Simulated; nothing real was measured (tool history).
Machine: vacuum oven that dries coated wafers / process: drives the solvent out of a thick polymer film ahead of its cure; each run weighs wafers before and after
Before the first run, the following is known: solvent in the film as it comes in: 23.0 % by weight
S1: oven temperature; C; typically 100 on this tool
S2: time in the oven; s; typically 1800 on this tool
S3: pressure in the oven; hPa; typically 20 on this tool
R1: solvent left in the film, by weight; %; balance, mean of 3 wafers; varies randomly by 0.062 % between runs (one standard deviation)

| run | hour | S1 | S2 | S3 | R1 |
|---|---|---|---|---|---|
| 1 | 0 | 100 | 1800 | 20 | 3.65 |
| 2 | 35 | 100 | 1800 | 63.1 | 4.67 |
| 3 | 71.2 | 105 | 1800 | 63.1 | 3.13 |
| 4 | 96.9 | 100 | 2100 | 20 | 2.88 |
| 5 | 121 | 97 | 1800 | 20 | 4.6 |
| 6 | 145.8 | 97 | 1800 | 20 | 4.6 |
| 7 | 182.3 | 88 | 1800 | 20 | 7.95 |
| 8 | 215 | 88 | 1800 | 20 | 8 |
| 9 | 236.7 | 88 | 1800 | 20 | 7.9 |
| 10 | 263.8 | 88 | 1800 | 20 | 7.94 |
| 11 | 288.6 | 98 | 1800 | 20 | 4.24 |
| 12 | 317.3 | 98 | 1800 | 20 | 4.47 |
| 13 | 336.3 | 98 | 1800 | 20 | 4.23 |
| 14 | 364.1 | 102 | 1800 | 20 | 3.06 |
| 15 | 387.2 | 102 | 1800 | 20 | 3.11 |
| 16 | 403.8 | 102 | 1800 | 20 | 3.12 |
| 17 | 437.3 | 102 | 1800 | 20 | 3.05 |
| 18 | 456.3 | 102 | 1800 | 20 | 3.07 |
| 19 | 481.5 | 102 | 1800 | 20 | 3 |
| 20 | 504.3 | 100 | 1800 | 20 | 3.64 |
| 21 | 537.2 | 100 | 1800 | 20 | 3.72 |
|  | 557.5 | oven's thermocouples calibrated |
| 22 | 568.6 | 100 | 1800 | 20 | 3.6 |
| 23 | 595.7 | 100 | 1800 | 20 | 3.63 |
| 24 | 620.3 | 85 | 1140 | 66.2 | 12.89 |
| 25 | 655.8 | 101 | 1140 | 26.1 | 6.12 |
| 26 | 690.7 | 93 | 1560 | 22.5 | 7.03 |
| 27 | 720.6 | 93 | 1560 | 22.5 | 7.05 |
| 28 | 750.5 | 93 | 1560 | 22.5 | 7.06 |
| 29 | 778.5 | 93 | 1560 | 22.5 | 7.06 |
| 30 | 808.4 | 96 | 2880 | 20 | 2.33 |
| 31 | 831.3 | 85 | 1500 | 15.2 | 10.14 |
| 32 | 855.4 | 85 | 1500 | 62.7 | 11.44 |
| 33 | 883 | 85 | 1500 | 62.7 | 11.21 |
| 34 | 898.6 | 85 | 1500 | 62.7 | 11.19 |
| 35 | 914.9 | 95 | 2220 | 62.8 | 5.02 |
| 36 | 940.4 | 95 | 2220 | 62.8 | 5.19 |
| 37 | 977.7 | 92 | 2220 | 62.8 | 6.14 |
| 38 | 1008.6 | 92 | 2220 | 62.8 | 6.27 |
| 39 | 1036.9 | 92 | 2220 | 62.8 | 6.18 |
| 40 | 1064.7 | 92 | 2220 | 62.8 | 6.13 |
| 41 | 1087 | 101 | 1320 | 48.3 | 5.59 |

Alternative continuations, all from the tool just after run 41; predict every row:
| A | 1103.3 | 104 | 1320 | 48.3 | ? |
| B | 1103.3 | 89 | 1320 | 42.9 | ? |
| C | 1103.3 | 111 | 1800 | 16.1 | ? |

| run | R1 |
|---|---|
| A | 4.67 |
| B | 10.1 |
| C | 1.17 |
With no hidden state in the tool, these same runs would have given:
| run | R1 |
|---|---|
| A | 4.67 |
| B | 10.09 |
| C | 1.17 |
